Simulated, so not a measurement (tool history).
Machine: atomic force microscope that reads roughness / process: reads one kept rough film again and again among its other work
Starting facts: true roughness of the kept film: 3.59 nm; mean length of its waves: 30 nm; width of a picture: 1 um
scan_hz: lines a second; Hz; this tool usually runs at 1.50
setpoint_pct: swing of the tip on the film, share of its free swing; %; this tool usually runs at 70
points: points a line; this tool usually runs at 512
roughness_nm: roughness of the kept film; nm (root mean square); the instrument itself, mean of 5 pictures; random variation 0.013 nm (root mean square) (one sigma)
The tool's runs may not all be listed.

run,day,scan_hz,setpoint_pct,points,roughness_nm
1,0.000,1.50,70,512,2.700
2,0.458,1.50,70,512,2.590
3,1.238,1.50,70,512,2.427
# day 1.479: new tip fitted
4,1.704,1.50,70,512,3.039
5,2.433,1.50,70,512,2.822
6,3.262,3.09,70,512,2.427
7,4.038,1.50,70,512,2.451
# day 4.200: new tip fitted
8,4.675,1.50,70,512,2.992
9,5.150,1.50,70,512,2.827
10,5.675,1.50,70,512,2.689
11,6.262,1.50,71,512,2.569
# day 6.929: new tip fitted
12,6.996,0.73,88,694,3.040
13,7.762,2.04,68,717,2.854
14,8.438,2.04,68,717,2.684
15,9.012,1.50,70,317,2.590
16,9.458,3.36,72,451,2.256

What will run 17 give?
# day 9.646: new tip fitted
17,9.925,3.36,72,451,?

Run 17 came out at roughness_nm 2.747 nm (root mean square).
Were there no unlogged condition in the tool, this run, its random variation unchanged, would have produced roughness_nm 2.792 nm (root mean square).
